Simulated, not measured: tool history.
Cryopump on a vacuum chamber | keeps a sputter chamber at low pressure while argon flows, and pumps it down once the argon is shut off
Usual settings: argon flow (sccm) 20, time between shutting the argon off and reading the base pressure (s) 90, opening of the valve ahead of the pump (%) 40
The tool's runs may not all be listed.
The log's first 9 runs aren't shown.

run    hour  argon flow (sccm)  time between shutting the argon off and reading the base pressure (s)  opening of the valve ahead of the pump (%)  hours of work since the pump was warmed up and emptied  hours of work since the cold head was overhauled  hours of work since the chamber's fittings were tightened  pressure while argon flows (Pa)  pressure after the wait (uPa)
 10   312.6                 20                                                                     90                                          40                                                     795                                               795                                                       1709                            0.059                           2.01
 11   346.8                 20                                                                     90                                          40                                                     821                                               821                                                       1734                           0.0591                           2.03
 12   371.6                 20                                                                     90                                          45                                                     840                                               840                                                       1753                           0.0531                           2.05
 13     396                 20                                                                     35                                          40                                                     858                                               858                                                       1771                           0.0602                           3.18
 14   417.7                 20                                                                     90                                          40                                                     875                                               875                                                       1788                           0.0588                           2.08
 15   437.5                 20                                                                     90                                          40                                                     890                                               890                                                       1803                           0.0599                           2.22
 16   469.4                 20                                                                     90                                          40                                                     914                                               914                                                       1827                           0.0595                           2.15
 17   508.9                 20                                                                     90                                          40                                                     944                                               944                                                       1857                           0.0596                           2.14
      544.1  -- pump warmed up, emptied and cooled again
 18   558.8                 20                                                                     90                                          40                                                      11                                               977                                                       1891                           0.0522                            1.9
 19   600.5                 12                                                                     33                                          52                                                      43                                              1009                                                       1922                           0.0243                           3.08
 20   638.9                 12                                                                     33                                          52                                                      72                                              1038                                                       1951                           0.0245                           3.17
 21   666.2                 12                                                                     90                                          40                                                      92                                              1058                                                       1972                           0.0318                           1.87
 22   705.7                 12                                                                     90                                          40                                                     122                                              1088                                                       2001                           0.0317                            1.9
 23   732.2                 38                                                                     90                                          40                                                     142                                              1108                                                       2021                           0.1011                           1.94
 24     773                 26                                                                     90                                          16                                                     173                                              1139                                                       2052                           0.1688                           1.96
 25   799.5                 27                                                                     55                                          40                                                     193                                              1159                                                       2072                           0.0718                           2.38
 26   841.6                 19                                                                    160                                          16                                                     224                                              1191                                                       2104                           0.1256                           1.72
 27   882.5                 19                                                                    160                                          16                                                     255                                              1222                                                       2135                           0.1232                           1.72
 28   923.6                 12                                                                     40                                          19                                                     286                                              1253                                                       2166                           0.0668                           2.92
 29   963.3                 12                                                                     40                                          19                                                     316                                              1283                                                       2196                           0.0676                           3.01
 30   983.9                 12                                                                     40                                          19                                                     332                                              1298                                                       2211                           0.0668                           2.92
 31  1023.7                 20                                                                     90                                          34                                                     362                                              1328                                                       2241                           0.0632                           2.19
 32  1059.7                 20                                                                     90                                          34                                                     389                                              1355                                                       2268                           0.0641                           2.21
 33  1079.1                 20                                                                     90                                          34                                                     404                                              1370                                                       2283                           0.0647                           2.17
 34  1109.6                 13                                                                     90                                          23                                                     427                                              1393                                                       2306                           0.0601                           2.17

3 ways to go on from here, each from the tool as it stands after run 34. What would each give?
  A  1134.5                 13                                                                     92                                          17                                                     445                                              1412                                                       2325                                ?                              ?
  B  1134.5                 20                                                                    137                                          40                                                     445                                              1412                                                       2325                                ?                              ?
  C  1134.5                 13                                                                     27                                          23                                                     445                                              1412                                                       2325                                ?                              ?

run  pressure while argon flows (Pa)  pressure after the wait (uPa)
  A                           0.0806                           2.24
  B                           0.0551                           2.03
  C                           0.0604                           3.94
Without the tool's hidden state the same runs would have given:
run  pressure while argon flows (Pa)  pressure after the wait (uPa)
  A                           0.0782                           0.89
  B                           0.0514                           0.67
  C                            0.058                           2.58

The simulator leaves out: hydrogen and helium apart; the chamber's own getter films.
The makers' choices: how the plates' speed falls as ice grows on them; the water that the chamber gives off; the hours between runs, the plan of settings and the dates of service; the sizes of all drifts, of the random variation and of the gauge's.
